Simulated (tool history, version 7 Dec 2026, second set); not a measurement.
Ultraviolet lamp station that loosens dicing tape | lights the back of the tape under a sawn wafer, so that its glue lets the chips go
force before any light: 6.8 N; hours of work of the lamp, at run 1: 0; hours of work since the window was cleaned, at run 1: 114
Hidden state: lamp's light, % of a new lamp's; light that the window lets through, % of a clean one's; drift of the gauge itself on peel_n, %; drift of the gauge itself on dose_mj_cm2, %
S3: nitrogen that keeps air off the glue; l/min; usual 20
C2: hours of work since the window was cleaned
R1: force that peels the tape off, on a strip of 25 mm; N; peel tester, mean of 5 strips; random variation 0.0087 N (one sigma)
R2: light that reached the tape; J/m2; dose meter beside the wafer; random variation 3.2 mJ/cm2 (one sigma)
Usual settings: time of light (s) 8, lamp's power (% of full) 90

run 1 hour=0 | time_of_light_(s)=8 lamp's_power_(%_of_full)=90 S3=20 | hours_of_work_of_the_lamp=0 C2=114 | R1=0.356 R2=4960
run 2 hour=71.3 | time_of_light_(s)=8 lamp's_power_(%_of_full)=90 S3=20 | hours_of_work_of_the_lamp=57 C2=170 | R1=0.367 R2=5010
run 3 hour=113.6 | time_of_light_(s)=8 lamp's_power_(%_of_full)=90 S3=20 | hours_of_work_of_the_lamp=90 C2=204 | R1=0.356 R2=4990
run 4 hour=171.5 | time_of_light_(s)=8 lamp's_power_(%_of_full)=90 S3=23 | hours_of_work_of_the_lamp=136 C2=250 | R1=0.326 R2=4950
run 5 hour=237 | time_of_light_(s)=8 lamp's_power_(%_of_full)=90 S3=23 | hours_of_work_of_the_lamp=188 C2=302 | R1=0.336 R2=4960
run 6 hour=306.1 | time_of_light_(s)=8 lamp's_power_(%_of_full)=75 S3=20 | hours_of_work_of_the_lamp=243 C2=357 | R1=0.487 R2=4150
-- hour=350 window cleaned of glue's vapour
run 7 hour=376.8 | time_of_light_(s)=8 lamp's_power_(%_of_full)=86 S3=20 | hours_of_work_of_the_lamp=298 C2=21 | R1=0.37 R2=4710
run 8 hour=411.1 | time_of_light_(s)=8 lamp's_power_(%_of_full)=86 S3=20 | hours_of_work_of_the_lamp=325 C2=48 | R1=0.388 R2=4730
run 9 hour=448 | time_of_light_(s)=8 lamp's_power_(%_of_full)=86 S3=20 | hours_of_work_of_the_lamp=355 C2=78 | R1=0.397 R2=4740
run 10 hour=526.1 | time_of_light_(s)=8 lamp's_power_(%_of_full)=90 S3=20 | hours_of_work_of_the_lamp=417 C2=140 | R1=0.36 R2=4980
run 11 hour=592.6 | time_of_light_(s)=8 lamp's_power_(%_of_full)=90 S3=20 | hours_of_work_of_the_lamp=469 C2=192 | R1=0.361 R2=4930
run 12 hour=625 | time_of_light_(s)=8 lamp's_power_(%_of_full)=90 S3=20 | hours_of_work_of_the_lamp=495 C2=218 | R1=0.343 R2=5000
run 13 hour=682.4 | time_of_light_(s)=8 lamp's_power_(%_of_full)=90 S3=20 | hours_of_work_of_the_lamp=540 C2=263 | R1=0.359 R2=4950
run 14 hour=739.4 | time_of_light_(s)=8 lamp's_power_(%_of_full)=90 S3=20 | hours_of_work_of_the_lamp=586 C2=309 | R1=0.355 R2=4930
run 15 hour=791.3 | time_of_light_(s)=8 lamp's_power_(%_of_full)=90 S3=20 | hours_of_work_of_the_lamp=627 C2=350 | R1=0.368 R2=4960
run 16 hour=833.7 | time_of_light_(s)=5 lamp's_power_(%_of_full)=90 S3=20 | hours_of_work_of_the_lamp=660 C2=383 | R1=0.8 R2=3120
-- hour=841.7 window cleaned of glue's vapour
run 17 hour=904.7 | time_of_light_(s)=8 lamp's_power_(%_of_full)=90 S3=6 | hours_of_work_of_the_lamp=716 C2=50 | R1=0.723 R2=4960
run 18 hour=955.7 | time_of_light_(s)=8 lamp's_power_(%_of_full)=90 S3=6 | hours_of_work_of_the_lamp=757 C2=90 | R1=0.709 R2=4950
run 19 hour=1007.1 | time_of_light_(s)=8 lamp's_power_(%_of_full)=90 S3=6 | hours_of_work_of_the_lamp=797 C2=131 | R1=0.678 R2=4950
run 20 hour=1044.6 | time_of_light_(s)=8 lamp's_power_(%_of_full)=90 S3=6 | hours_of_work_of_the_lamp=827 C2=161 | R1=0.747 R2=4950
run 21 hour=1079.7 | time_of_light_(s)=8 lamp's_power_(%_of_full)=90 S3=6 | hours_of_work_of_the_lamp=855 C2=189 | R1=0.731 R2=4930
run 22 hour=1126.9 | time_of_light_(s)=8 lamp's_power_(%_of_full)=90 S3=20 | hours_of_work_of_the_lamp=892 C2=226 | R1=0.36 R2=4920
run 23 hour=1194.6 | time_of_light_(s)=8 lamp's_power_(%_of_full)=73 S3=13 | hours_of_work_of_the_lamp=946 C2=280 | R1=0.68 R2=4060
run 24 hour=1265.3 | time_of_light_(s)=8 lamp's_power_(%_of_full)=73 S3=13 | hours_of_work_of_the_lamp=1002 C2=336 | R1=0.654 R2=4020
run 25 hour=1308.9 | time_of_light_(s)=11 lamp's_power_(%_of_full)=76 S3=26 | hours_of_work_of_the_lamp=1037 C2=370 | R1=0.266 R2=5740
-- hour=1336.2 window cleaned of glue's vapour
run 26 hour=1377.9 | time_of_light_(s)=8 lamp's_power_(%_of_full)=73 S3=6 | hours_of_work_of_the_lamp=1091 C2=33 | R1=1.024 R2=4050
run 27 hour=1423.9 | time_of_light_(s)=11 lamp's_power_(%_of_full)=69 S3=20 | hours_of_work_of_the_lamp=1127 C2=70 | R1=0.318 R2=5220
run 28 hour=1490.3 | time_of_light_(s)=11 lamp's_power_(%_of_full)=69 S3=20 | hours_of_work_of_the_lamp=1180 C2=122 | R1=0.344 R2=5200
run 29 hour=1560.6 | time_of_light_(s)=11 lamp's_power_(%_of_full)=64 S3=20 | hours_of_work_of_the_lamp=1236 C2=178 | R1=0.373 R2=4880
run 30 hour=1618.2 | time_of_light_(s)=11 lamp's_power_(%_of_full)=64 S3=20 | hours_of_work_of_the_lamp=1281 C2=224 | R1=0.365 R2=4770
-- hour=1646.5 lamp changed
run 31 hour=1676 | time_of_light_(s)=4 lamp's_power_(%_of_full)=69 S3=13 | hours_of_work_of_the_lamp=23 C2=268 | R1=2.075 R2=1880
run 32 hour=1708.7 | time_of_light_(s)=8 lamp's_power_(%_of_full)=93 S3=9 | hours_of_work_of_the_lamp=49 C2=294 | R1=0.513 R2=5120
run 33 hour=1742.8 | time_of_light_(s)=8 lamp's_power_(%_of_full)=90 S3=7 | hours_of_work_of_the_lamp=76 C2=321 | R1=0.657 R2=5020
run 34 hour=1780.7 | time_of_light_(s)=4 lamp's_power_(%_of_full)=90 S3=22 | hours_of_work_of_the_lamp=106 C2=351 | R1=1.167 R2=2460
-- hour=1828.2 window cleaned of glue's vapour
run 35 hour=1828.2 | time_of_light_(s)=6 lamp's_power_(%_of_full)=63 S3=13 | hours_of_work_of_the_lamp=144 C2=0 | R1=1.275 R2=2660
run 36 hour=1905.3 | time_of_light_(s)=6 lamp's_power_(%_of_full)=63 S3=13 | hours_of_work_of_the_lamp=205 C2=61 | R1=1.334 R2=2600
run 37 hour=1961.7 | time_of_light_(s)=6 lamp's_power_(%_of_full)=63 S3=13 | hours_of_work_of_the_lamp=249 C2=106 | R1=1.345 R2=2630
run 38 hour=2007.6 | time_of_light_(s)=6 lamp's_power_(%_of_full)=63 S3=13 | hours_of_work_of_the_lamp=286 C2=142 | R1=1.321 R2=2600
run 39 hour=2045.9 | time_of_light_(s)=8 lamp's_power_(%_of_full)=63 S3=10 | hours_of_work_of_the_lamp=316 C2=173 | R1=0.948 R2=3410
run 40 hour=2095 | time_of_light_(s)=5 lamp's_power_(%_of_full)=100 S3=23 | hours_of_work_of_the_lamp=355 C2=211 | R1=0.634 R2=3450
run 41 hour=2153.9 | time_of_light_(s)=8 lamp's_power_(%_of_full)=75 S3=11 | hours_of_work_of_the_lamp=402 C2=258 | R1=0.699 R2=4150
run 42 hour=2229.7 | time_of_light_(s)=7 lamp's_power_(%_of_full)=90 S3=17 | hours_of_work_of_the_lamp=462 C2=318 | R1=0.473 R2=4360
run 43 hour=2268.5 | time_of_light_(s)=8 lamp's_power_(%_of_full)=90 S3=6 | hours_of_work_of_the_lamp=493 C2=349 | R1=0.713 R2=4960

3 ways to go on from here, each from the tool as it stands after run 43. What would each give?
-- hour=2321.3 window cleaned of glue's vapour
run A hour=2329.7 | time_of_light_(s)=10 lamp's_power_(%_of_full)=99 S3=13 | hours_of_work_of_the_lamp=541 C2=7 | R1=? R2=?
-- hour=2321.3 window cleaned of glue's vapour
run B hour=2329.7 | time_of_light_(s)=6 lamp's_power_(%_of_full)=90 S3=6 | hours_of_work_of_the_lamp=541 C2=7 | R1=? R2=?
-- hour=2321.3 window cleaned of glue's vapour
run C hour=2329.7 | time_of_light_(s)=5 lamp's_power_(%_of_full)=97 S3=13 | hours_of_work_of_the_lamp=541 C2=7 | R1=? R2=?

run=A R1=0.294 R2=6880
run=B R1=1.158 R2=3720
run=C R1=0.907 R2=3280
Without the tool's hidden state the same runs would have given:
run=A R1=0.294 R2=6890
run=B R1=1.155 R2=3730
run=C R1=0.905 R2=3290
